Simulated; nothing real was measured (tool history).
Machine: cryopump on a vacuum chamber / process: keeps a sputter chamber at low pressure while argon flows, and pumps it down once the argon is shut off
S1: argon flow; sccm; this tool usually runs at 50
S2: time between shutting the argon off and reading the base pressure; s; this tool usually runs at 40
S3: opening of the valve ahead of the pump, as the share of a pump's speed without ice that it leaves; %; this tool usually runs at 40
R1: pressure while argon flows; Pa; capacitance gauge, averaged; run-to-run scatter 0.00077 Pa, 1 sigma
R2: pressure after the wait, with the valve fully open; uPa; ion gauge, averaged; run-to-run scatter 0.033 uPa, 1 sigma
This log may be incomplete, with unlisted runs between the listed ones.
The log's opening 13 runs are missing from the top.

run     day  S1   S2  S3      R1    R2
 14   7.717  50   40  40  0.1487  1.89
 15   8.383  50   40  40  0.1495  1.82
 16   9.012  30   40  40  0.0883  1.85
 17    9.35  30   40  40  0.0896  1.89
 18  10.088  30   40  40  0.0894  1.84
 19  10.571  27   40  16  0.1982  1.84
 20  11.162  27   40  16  0.1966  1.94
 21   11.95  50   31  29  0.2053   2.4
 22  12.758  87   20  40   0.259  3.46
 23  13.167  87   20  40  0.2627  3.54
 24  13.675  22   25  42  0.0632  2.87
 25  14.054  30  150  32  0.1123  0.75
 26  14.629  59  150  42  0.1684  0.74
 27  15.004  35  180  38  0.1102  0.67
 28  15.454  50   76  45   0.133  1.17
 29  16.062  36  167  40  0.1083   0.7
 30  16.717  36  167  40  0.1086  0.75
 31    17.2  32   43  17  0.2216  1.86
 32  17.708  32   43  17  0.2215  1.82
 33  18.417  50   85  59  0.1042  1.09

Consider 4 possible next runs. They are alternatives, not a sequence: every one starts from the tool as it was left by run 33. What does each give?
  A  19.146  50  240  59   ?   ?
  B  19.146  50  154  28   ?   ?
  C  19.146  90   85  56   ?   ?
  D  19.146  63   85  53   ?   ?

run      R1    R2
  A  0.1038  0.64
  B  0.2143  0.76
  C  0.1975  1.16
  D   0.147   1.1
Stripped of hidden state, with their random variation kept, the same runs would have yielded:
run      R1    R2
  A  0.0978  0.47
  B  0.2082   0.6
  C  0.1868     1
  D  0.1394  0.94
